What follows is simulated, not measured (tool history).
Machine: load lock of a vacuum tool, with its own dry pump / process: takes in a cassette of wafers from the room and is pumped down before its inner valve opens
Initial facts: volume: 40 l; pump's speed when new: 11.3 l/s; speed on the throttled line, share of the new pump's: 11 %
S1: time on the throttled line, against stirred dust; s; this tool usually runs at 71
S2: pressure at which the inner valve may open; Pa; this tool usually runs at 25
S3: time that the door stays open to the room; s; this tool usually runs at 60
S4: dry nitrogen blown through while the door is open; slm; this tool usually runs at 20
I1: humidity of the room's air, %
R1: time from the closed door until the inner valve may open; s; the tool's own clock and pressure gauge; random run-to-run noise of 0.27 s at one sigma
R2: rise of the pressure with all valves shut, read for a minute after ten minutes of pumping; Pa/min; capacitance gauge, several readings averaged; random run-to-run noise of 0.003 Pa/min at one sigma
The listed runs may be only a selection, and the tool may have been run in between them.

run 1 hour=0 | S1=71 S2=25 S3=60 S4=20 | I1=40.7 | R1=92.3 R2=0.231
run 2 hour=135.5 | S1=71 S2=25 S3=60 S4=20 | I1=41.7 | R1=92.4 R2=0.227
run 3 hour=239.6 | S1=71 S2=25 S3=60 S4=20 | I1=44 | R1=93 R2=0.235
run 4 hour=354.5 | S1=71 S2=25 S3=60 S4=20 | I1=46.3 | R1=92.8 R2=0.244
run 5 hour=445.7 | S1=71 S2=25 S3=60 S4=20 | I1=44.4 | R1=93.3 R2=0.242
run 6 hour=574.5 | S1=71 S2=25 S3=60 S4=20 | I1=45.1 | R1=92.8 R2=0.249
run 7 hour=673.1 | S1=71 S2=25 S3=60 S4=20 | I1=43 | R1=93.1 R2=0.251
run 8 hour=747.1 | S1=71 S2=25 S3=60 S4=20 | I1=42.9 | R1=92.8 R2=0.248
run 9 hour=813.9 | S1=71 S2=25 S3=60 S4=20 | I1=46.1 | R1=92.8 R2=0.254
run 10 hour=945.5 | S1=71 S2=25 S3=199 S4=20 | I1=42.2 | R1=92.8 R2=0.285
run 11 hour=1042.9 | S1=71 S2=25 S3=199 S4=20 | I1=40.6 | R1=92.9 R2=0.277
run 12 hour=1183.1 | S1=71 S2=25 S3=199 S4=20 | I1=45.1 | R1=92.6 R2=0.287
run 13 hour=1255.8 | S1=71 S2=25 S3=99 S4=20 | I1=45.1 | R1=92.7 R2=0.278
run 14 hour=1382.1 | S1=71 S2=25 S3=60 S4=20 | I1=47.1 | R1=93 R2=0.276
run 15 hour=1482.7 | S1=71 S2=25 S3=60 S4=20 | I1=46.2 | R1=92.6 R2=0.28
run 16 hour=1611.3 | S1=71 S2=25 S3=60 S4=20 | I1=43.8 | R1=92.2 R2=0.276
run 17 hour=1707.8 | S1=71 S2=25 S3=77 S4=20 | I1=43.3 | R1=92.8 R2=0.288
run 18 hour=1787.6 | S1=71 S2=25 S3=77 S4=20 | I1=42.7 | R1=93 R2=0.294
run 19 hour=1925.8 | S1=71 S2=25 S3=77 S4=20 | I1=48.1 | R1=93.2 R2=0.303
run 20 hour=2031.8 | S1=71 S2=25 S3=77 S4=20 | I1=46.5 | R1=93.4 R2=0.302
run 21 hour=2184.5 | S1=71 S2=25 S3=77 S4=20 | I1=45.5 | R1=93.4 R2=0.317
run 22 hour=2280.8 | S1=75 S2=25 S3=160 S4=29 | I1=45.1 | R1=96.3 R2=0.319
run 23 hour=2413.4 | S1=96 S2=27 S3=61 S4=6 | I1=43.8 | R1=115 R2=0.315
run 24 hour=2535.3 | S1=43 S2=20 S3=166 S4=35 | I1=42.4 | R1=69.6 R2=0.327
run 25 hour=2614.6 | S1=43 S2=25 S3=166 S4=10 | I1=47.2 | R1=68.7 R2=0.358
run 26 hour=2696.6 | S1=43 S2=25 S3=166 S4=10 | I1=43.1 | R1=68.6 R2=0.351
run 27 hour=2809 | S1=43 S2=25 S3=166 S4=10 | I1=46 | R1=68.7 R2=0.356
run 28 hour=2954.5 | S1=43 S2=22 S3=166 S4=17 | I1=41.2 | R1=69.4 R2=0.351
run 29 hour=3084.5 | S1=47 S2=49 S3=44 S4=20 | I1=44.7 | R1=69.7 R2=0.333
run 30 hour=3161.8 | S1=47 S2=49 S3=44 S4=20 | I1=46.8 | R1=70 R2=0.341
run 31 hour=3231 | S1=47 S2=49 S3=44 S4=20 | I1=48.8 | R1=70 R2=0.338
run 32 hour=3318.8 | S1=47 S2=49 S3=44 S4=20 | I1=42.2 | R1=69.9 R2=0.346
run 33 hour=3408.9 | S1=47 S2=49 S3=44 S4=20 | I1=45.6 | R1=70.1 R2=0.351
run 34 hour=3501.8 | S1=47 S2=49 S3=44 S4=20 | I1=46 | R1=70 R2=0.35
run 35 hour=3596.6 | S1=47 S2=49 S3=44 S4=20 | I1=42.4 | R1=70 R2=0.354
run 36 hour=3737.7 | S1=71 S2=25 S3=51 S4=14 | I1=47 | R1=93.9 R2=0.361
run 37 hour=3890.6 | S1=96 S2=28 S3=62 S4=15 | I1=46.1 | R1=116 R2=0.379
run 38 hour=4049.6 | S1=96 S2=39 S3=35 S4=15 | I1=47.4 | R1=113.5 R2=0.37

Table of differences, measured result less the result of that run with no hidden state. Run-to-run variation is the same in both. Gauge scatter possibly is not:
The tool's hidden condition here consists of: pump's speed, % of a new pump's; leak at the door's seal, Pa l/s; drift of the gauge itself on ready_s, %; drift of the gauge itself on rise_pa_min, %.
run=1 R1=+0.4 R2=+0.211
run=2 R1=+0.4 R2=+0.211
run=3 R1=+0.4 R2=+0.212
run=4 R1=+0.4 R2=+0.22
run=5 R1=+0.5 R2=+0.221
run=6 R1=+0.5 R2=+0.226
run=7 R1=+0.5 R2=+0.235
run=8 R1=+0.6 R2=+0.233
run=9 R1=+0.5 R2=+0.237
run=10 R1=+0.6 R2=+0.241
run=11 R1=+0.6 R2=+0.238
run=12 R1=+0.7 R2=+0.243
run=13 R1=+0.6 R2=+0.252
run=14 R1=+0.7 R2=+0.255
run=15 R1=+0.7 R2=+0.26
run=16 R1=+0.7 R2=+0.26
run=17 R1=+0.8 R2=+0.266
run=18 R1=+0.8 R2=+0.268
run=19 R1=+0.8 R2=+0.274
run=20 R1=+0.9 R2=+0.275
run=21 R1=+0.9 R2=+0.285
run=22 R1=+0.9 R2=+0.288
run=23 R1=+0.8 R2=+0.289
run=24 R1=+1.1 R2=+0.298
run=25 R1=+1.2 R2=+0.305
run=26 R1=+1.3 R2=+0.3
run=27 R1=+1.3 R2=+0.308
run=28 R1=+1.3 R2=+0.315
run=29 R1=+1.2 R2=+0.315
run=30 R1=+1.1 R2=+0.317
run=31 R1=+1.1 R2=+0.324
run=32 R1=+1.2 R2=+0.326
run=33 R1=+1.3 R2=+0.334
run=34 R1=+1.2 R2=+0.33
run=35 R1=+1.3 R2=+0.341
run=36 R1=+1.3 R2=+0.339
run=37 R1=+1.2 R2=+0.353
run=38 R1=+1 R2=+0.355

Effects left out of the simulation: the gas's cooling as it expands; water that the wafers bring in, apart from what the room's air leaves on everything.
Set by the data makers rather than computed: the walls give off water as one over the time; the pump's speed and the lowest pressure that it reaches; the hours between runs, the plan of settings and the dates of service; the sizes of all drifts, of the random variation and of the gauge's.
